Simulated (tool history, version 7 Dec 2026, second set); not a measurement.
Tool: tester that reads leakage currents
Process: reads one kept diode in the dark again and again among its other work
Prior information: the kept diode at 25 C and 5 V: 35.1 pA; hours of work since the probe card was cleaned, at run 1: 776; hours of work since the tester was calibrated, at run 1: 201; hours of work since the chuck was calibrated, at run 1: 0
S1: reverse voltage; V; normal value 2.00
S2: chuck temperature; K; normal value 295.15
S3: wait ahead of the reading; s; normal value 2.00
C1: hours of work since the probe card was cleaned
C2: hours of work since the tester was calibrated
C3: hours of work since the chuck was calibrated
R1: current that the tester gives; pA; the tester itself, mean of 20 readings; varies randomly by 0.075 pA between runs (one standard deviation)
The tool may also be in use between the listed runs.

| run | hour | S1 | S2 | S3 | C1 | C2 | C3 | R1 |
|---|---|---|---|---|---|---|---|---|
| 1 | 0.0 | 2.00 | 295.15 | 2.00 | 776 | 201 | 0 | 18.51 |
| 2 | 129.4 | 2.00 | 295.15 | 2.00 | 831 | 256 | 55 | 18.67 |
| 3 | 292.7 | 2.00 | 295.15 | 2.00 | 901 | 327 | 126 | 18.50 |
| 4 | 393.3 | 2.00 | 295.15 | 2.00 | 945 | 370 | 169 | 18.56 |
| 5 | 607.9 | 2.00 | 295.15 | 3.44 | 1037 | 462 | 261 | 18.51 |
| 6 | 752.0 | 2.00 | 295.15 | 5.42 | 1098 | 524 | 323 | 18.48 |
| 7 | 932.2 | 2.00 | 295.15 | 5.42 | 1176 | 601 | 400 | 18.47 |
| 8 | 1030.0 | 2.00 | 295.15 | 2.00 | 1218 | 643 | 442 | 18.73 |
| 9 | 1216.3 | 2.00 | 295.15 | 2.00 | 1297 | 723 | 522 | 18.48 |
| 10 | 1378.9 | 2.00 | 295.15 | 2.00 | 1367 | 792 | 591 | 18.61 |
| 11 | 1481.4 | 2.00 | 295.15 | 2.00 | 1411 | 836 | 635 | 18.60 |
| 12 | 1626.4 | 2.00 | 298.15 | 2.00 | 1473 | 899 | 698 | 23.31 |
| 13 | 1736.0 | 2.00 | 298.15 | 2.00 | 1520 | 946 | 745 | 23.18 |
| 14 | 1880.8 | 2.00 | 295.15 | 2.00 | 1582 | 1008 | 807 | 18.40 |
| 15 | 1992.0 | 2.00 | 295.15 | 2.00 | 1630 | 1055 | 854 | 18.43 |
| 16 | 2092.1 | 2.00 | 311.15 | 2.00 | 1673 | 1098 | 897 | 58.72 |
| 17 | 2240.8 | 2.00 | 311.15 | 2.00 | 1737 | 1162 | 961 | 59.03 |
| 18 | 2375.7 | 2.00 | 295.15 | 2.00 | 1795 | 1220 | 1019 | 18.56 |
| 19 | 2552.9 | 2.00 | 295.15 | 2.00 | 1871 | 1296 | 1095 | 18.62 |
| 20 | 2695.1 | 13.10 | 295.15 | 2.00 | 1932 | 1357 | 1156 | 44.25 |
| 21 | 2822.6 | 6.60 | 297.15 | 2.00 | 1986 | 1412 | 1211 | 37.28 |
| 22 | 2994.5 | 6.60 | 297.15 | 1.12 | 2060 | 1485 | 1284 | 37.88 |
| 23 | 3120.4 | 12.62 | 322.15 | 2.14 | 2114 | 1539 | 1338 | 283.86 |
|  | 3178.6 | chuck's temperature calibrated |
| 24 | 3251.4 | 2.58 | 332.15 | 2.00 | 2169 | 1595 | 31 | 253.61 |
| 25 | 3378.9 | 2.58 | 332.15 | 2.00 | 2224 | 1649 | 86 | 255.47 |
| 26 | 3565.6 | 2.58 | 332.15 | 2.00 | 2304 | 1729 | 166 | 255.23 |
|  | 3679.9 | probe card cleaned and baked |
| 27 | 3763.0 | 3.09 | 295.15 | 0.52 | 36 | 1813 | 249 | 23.00 |
| 28 | 3870.8 | 1.78 | 327.15 | 0.53 | 82 | 1859 | 296 | 158.89 |
| 29 | 3979.2 | 1.78 | 327.15 | 1.76 | 128 | 1905 | 342 | 158.30 |
| 30 | 4169.6 | 17.39 | 309.15 | 2.00 | 210 | 1987 | 424 | 137.70 |
| 31 | 4274.6 | 2.00 | 301.15 | 9.68 | 255 | 2032 | 469 | 28.81 |
| 32 | 4453.7 | 2.00 | 301.15 | 9.68 | 332 | 2109 | 546 | 28.99 |
| 33 | 4595.8 | 2.00 | 301.15 | 9.68 | 393 | 2170 | 607 | 29.10 |
| 34 | 4732.7 | 2.00 | 301.15 | 9.68 | 452 | 2229 | 665 | 29.01 |
| 35 | 4867.9 | 9.22 | 302.15 | 1.50 | 510 | 2287 | 723 | 63.03 |
| 36 | 4963.3 | 14.41 | 300.15 | 5.25 | 550 | 2328 | 764 | 66.49 |
| 37 | 5144.6 | 14.41 | 300.15 | 5.25 | 628 | 2405 | 842 | 66.51 |
| 38 | 5272.2 | 1.71 | 312.15 | 2.00 | 683 | 2460 | 897 | 58.75 |
| 39 | 5377.3 | 1.71 | 304.15 | 7.60 | 728 | 2505 | 942 | 33.55 |
| 40 | 5501.6 | 5.73 | 317.15 | 2.00 | 781 | 2558 | 995 | 142.64 |

Across each entry between runs, compare the hidden state at the last listed run before it with the hidden state at the first listed run after it:
After run 23, before run 24: chuck's temperature calibrated (hour 3178.6)
  the hidden state is the same at both runs
  measured value less the no-hidden-state value, R1: +0.15 -> +0.02 pA
After run 26, before run 27: probe card cleaned and baked (hour 3679.9)
  stray current of the dirty probe card, pA a volt: 0.026 -> 0.02
  measured value less the no-hidden-state value, R1: +0.02 -> +0.00 pA
